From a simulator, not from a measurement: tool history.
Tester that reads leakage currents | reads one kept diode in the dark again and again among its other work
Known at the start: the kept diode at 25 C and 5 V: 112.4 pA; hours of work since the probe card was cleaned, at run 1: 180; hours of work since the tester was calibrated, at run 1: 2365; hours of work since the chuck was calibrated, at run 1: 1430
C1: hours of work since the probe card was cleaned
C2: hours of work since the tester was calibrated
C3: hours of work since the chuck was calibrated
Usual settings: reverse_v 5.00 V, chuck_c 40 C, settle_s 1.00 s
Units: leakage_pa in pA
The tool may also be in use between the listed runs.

run 1 hour=0.0 | reverse_v=5.00 chuck_c=40 settle_s=1.00 | C1=180 C2=2365 C3=1430 | leakage_pa=326.68
-- hour=117.1 chuck's temperature calibrated
run 2 hour=187.8 | reverse_v=5.00 chuck_c=40 settle_s=1.00 | C1=264 C2=2449 C3=32 | leakage_pa=373.67
run 3 hour=369.3 | reverse_v=5.00 chuck_c=40 settle_s=1.00 | C1=347 C2=2532 C3=115 | leakage_pa=371.43
run 4 hour=542.8 | reverse_v=5.00 chuck_c=40 settle_s=1.00 | C1=426 C2=2611 C3=194 | leakage_pa=370.18
run 5 hour=776.8 | reverse_v=5.00 chuck_c=40 settle_s=1.00 | C1=532 C2=2718 C3=300 | leakage_pa=365.88
run 6 hour=1001.5 | reverse_v=5.00 chuck_c=40 settle_s=1.00 | C1=635 C2=2820 C3=403 | leakage_pa=362.71
run 7 hour=1209.7 | reverse_v=5.00 chuck_c=40 settle_s=1.00 | C1=730 C2=2915 C3=498 | leakage_pa=358.90
run 8 hour=1465.6 | reverse_v=5.00 chuck_c=40 settle_s=1.00 | C1=846 C2=3031 C3=614 | leakage_pa=354.47
run 9 hour=1689.0 | reverse_v=5.00 chuck_c=40 settle_s=1.00 | C1=948 C2=3133 C3=716 | leakage_pa=353.49
run 10 hour=1866.9 | reverse_v=5.00 chuck_c=54 settle_s=1.00 | C1=1029 C2=3214 C3=797 | leakage_pa=981.01
run 11 hour=2100.7 | reverse_v=5.00 chuck_c=40 settle_s=1.00 | C1=1135 C2=3320 C3=903 | leakage_pa=347.74
run 12 hour=2352.7 | reverse_v=5.00 chuck_c=40 settle_s=1.00 | C1=1250 C2=3435 C3=1018 | leakage_pa=345.10
run 13 hour=2476.6 | reverse_v=5.00 chuck_c=40 settle_s=1.00 | C1=1306 C2=3492 C3=1074 | leakage_pa=342.53
run 14 hour=2586.9 | reverse_v=5.00 chuck_c=40 settle_s=1.00 | C1=1357 C2=3542 C3=1125 | leakage_pa=341.79
run 15 hour=2744.2 | reverse_v=5.00 chuck_c=40 settle_s=1.00 | C1=1428 C2=3614 C3=1196 | leakage_pa=341.55
run 16 hour=2947.9 | reverse_v=5.00 chuck_c=33 settle_s=1.00 | C1=1521 C2=3706 C3=1289 | leakage_pa=196.04
run 17 hour=3131.6 | reverse_v=5.00 chuck_c=33 settle_s=1.00 | C1=1605 C2=3790 C3=1373 | leakage_pa=194.60
run 18 hour=3295.9 | reverse_v=5.00 chuck_c=33 settle_s=1.00 | C1=1680 C2=3865 C3=1448 | leakage_pa=192.53
-- hour=3376.6 chuck's temperature calibrated
run 19 hour=3502.1 | reverse_v=5.00 chuck_c=33 settle_s=1.00 | C1=1773 C2=3958 C3=57 | leakage_pa=218.76
run 20 hour=3720.1 | reverse_v=3.32 chuck_c=22 settle_s=4.60 | C1=1872 C2=4057 C3=156 | leakage_pa=69.41
run 21 hour=3899.3 | reverse_v=4.29 chuck_c=24 settle_s=0.61 | C1=1953 C2=4139 C3=238 | leakage_pa=96.04
run 22 hour=4084.7 | reverse_v=4.29 chuck_c=24 settle_s=0.61 | C1=2038 C2=4223 C3=322 | leakage_pa=95.79
run 23 hour=4326.9 | reverse_v=9.00 chuck_c=27 settle_s=7.54 | C1=2148 C2=4333 C3=433 | leakage_pa=186.64
run 24 hour=4453.6 | reverse_v=3.05 chuck_c=40 settle_s=1.70 | C1=2206 C2=4391 C3=490 | leakage_pa=267.59
run 25 hour=4606.7 | reverse_v=5.00 chuck_c=31 settle_s=1.00 | C1=2276 C2=4461 C3=560 | leakage_pa=178.45
run 26 hour=4830.9 | reverse_v=5.00 chuck_c=31 settle_s=1.00 | C1=2378 C2=4563 C3=662 | leakage_pa=176.62
run 27 hour=5057.7 | reverse_v=5.00 chuck_c=31 settle_s=1.00 | C1=2481 C2=4666 C3=765 | leakage_pa=175.30
-- hour=5111.6 probe card cleaned and baked
run 28 hour=5171.7 | reverse_v=3.86 chuck_c=34 settle_s=5.49 | C1=27 C2=4717 C3=816 | leakage_pa=183.50
run 29 hour=5338.3 | reverse_v=3.86 chuck_c=34 settle_s=5.49 | C1=103 C2=4792 C3=892 | leakage_pa=182.23
run 30 hour=5444.6 | reverse_v=1.07 chuck_c=54 settle_s=1.00 | C1=152 C2=4841 C3=940 | leakage_pa=386.46
run 31 hour=5613.5 | reverse_v=6.44 chuck_c=54 settle_s=2.99 | C1=229 C2=4918 C3=1017 | leakage_pa=1093.47
run 32 hour=5870.0 | reverse_v=18.96 chuck_c=21 settle_s=1.54 | C1=345 C2=5035 C3=1134 | leakage_pa=157.84
run 33 hour=6094.1 | reverse_v=4.44 chuck_c=36 settle_s=1.17 | C1=447 C2=5137 C3=1236 | leakage_pa=225.55
run 34 hour=6231.0 | reverse_v=13.26 chuck_c=26 settle_s=2.67 | C1=510 C2=5199 C3=1298 | leakage_pa=190.99
run 35 hour=6351.3 | reverse_v=1.10 chuck_c=42 settle_s=0.33 | C1=564 C2=5254 C3=1353 | leakage_pa=157.86
run 36 hour=6501.7 | reverse_v=7.79 chuck_c=38 settle_s=2.49 | C1=633 C2=5322 C3=1422 | leakage_pa=363.30
-- hour=6597.7 tester calibrated
-- hour=6645.2 chuck's temperature calibrated
run 37 hour=6701.4 | reverse_v=7.79 chuck_c=38 settle_s=2.49 | C1=722 C2=46 C3=26 | leakage_pa=421.07
run 38 hour=6963.4 | reverse_v=7.79 chuck_c=38 settle_s=2.49 | C1=841 C2=166 C3=145 | leakage_pa=415.91

Measured less the same run without the tool's hidden state. The same run-to-run variation is in both; the gauge's scatter may not be:
The hidden state here: stray current of the dirty probe card, pA a volt; current scale over the true one, %; true chuck temperature over the reading, C; drift of the gauge itself on leakage_pa, %.
run=1 leakage_pa=-50.39
run=2 leakage_pa=-3.83
run=3 leakage_pa=-6.58
run=4 leakage_pa=-9.08
run=5 leakage_pa=-12.75
run=6 leakage_pa=-15.99
run=7 leakage_pa=-18.78
run=8 leakage_pa=-22.11
run=9 leakage_pa=-25.16
run=10 leakage_pa=-76.09
run=11 leakage_pa=-30.54
run=12 leakage_pa=-33.92
run=13 leakage_pa=-35.38
run=14 leakage_pa=-36.91
run=15 leakage_pa=-38.98
run=16 leakage_pa=-23.25
run=17 leakage_pa=-24.60
run=18 leakage_pa=-25.59
run=19 leakage_pa=-1.44
run=20 leakage_pa=+0.61
run=21 leakage_pa=-0.07
run=22 leakage_pa=-0.65
run=23 leakage_pa=-2.05
run=24 leakage_pa=-15.10
run=25 leakage_pa=-7.93
run=26 leakage_pa=-9.27
run=27 leakage_pa=-10.87
run=28 leakage_pa=-19.61
run=29 leakage_pa=-20.77
run=30 leakage_pa=-41.52
run=31 leakage_pa=-123.94
run=32 leakage_pa=-19.53
run=33 leakage_pa=-32.50
run=34 leakage_pa=-27.24
run=35 leakage_pa=-24.30
run=36 leakage_pa=-57.83
run=37 leakage_pa=+1.18
run=38 leakage_pa=-2.84

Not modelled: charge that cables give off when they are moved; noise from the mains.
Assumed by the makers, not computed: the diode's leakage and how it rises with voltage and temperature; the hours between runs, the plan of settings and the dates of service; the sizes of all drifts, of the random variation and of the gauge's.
